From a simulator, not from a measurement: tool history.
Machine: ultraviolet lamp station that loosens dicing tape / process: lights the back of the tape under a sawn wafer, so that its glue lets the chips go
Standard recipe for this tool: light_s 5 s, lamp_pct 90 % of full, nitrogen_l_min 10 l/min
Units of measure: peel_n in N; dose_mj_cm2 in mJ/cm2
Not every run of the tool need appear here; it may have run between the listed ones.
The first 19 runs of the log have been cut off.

run,hour,light_s,lamp_pct,nitrogen_l_min,peel_n,dose_mj_cm2
20,247.1,5,62,8,0.558,242
21,257.4,5,62,8,0.579,243
22,271.9,5,62,8,0.573,241
23,285.3,5,62,8,0.578,246
24,300.2,2,62,8,2.311,100
25,308.5,5,60,3,1.332,232
26,317.2,4,69,9,0.661,217
27,333.8,4,69,9,0.676,216
28,342.4,4,69,9,0.685,215
29,361.2,5,94,9,0.230,371
30,378.6,8,90,13,0.159,561
# hour 382.2: window cleaned of glue's vapour
31,395.6,8,90,13,0.147,554
32,412.4,9,90,5,0.179,632
33,429.9,5,61,18,0.342,241
34,444.3,5,61,18,0.316,239
35,456.4,5,61,18,0.315,238
36,474.8,5,61,18,0.322,239
37,483.0,5,61,18,0.327,238
38,493.1,3,88,5,1.163,205
39,507.0,3,85,10,0.727,199
40,525.6,3,65,3,2.356,156
41,541.1,4,98,3,0.864,308
42,552.5,4,98,3,0.846,310
43,568.4,10,90,10,0.144,702

Forecast each of these 5 alternatives for the next run:
A,581.0,8,69,5,?,?
B,581.0,3,76,13,?,?
C,581.0,6,95,10,?,?
D,581.0,6,90,3,?,?
E,581.0,10,90,15,?,?

run,peel_n,dose_mj_cm2
A,0.277,436
B,0.746,179
C,0.174,448
D,0.443,422
E,0.148,700
With the hidden condition removed and each run's random variation left untouched, the same runs would have given:
run,peel_n,dose_mj_cm2
A,0.276,437
B,0.744,179
C,0.174,449
D,0.442,423
E,0.148,701
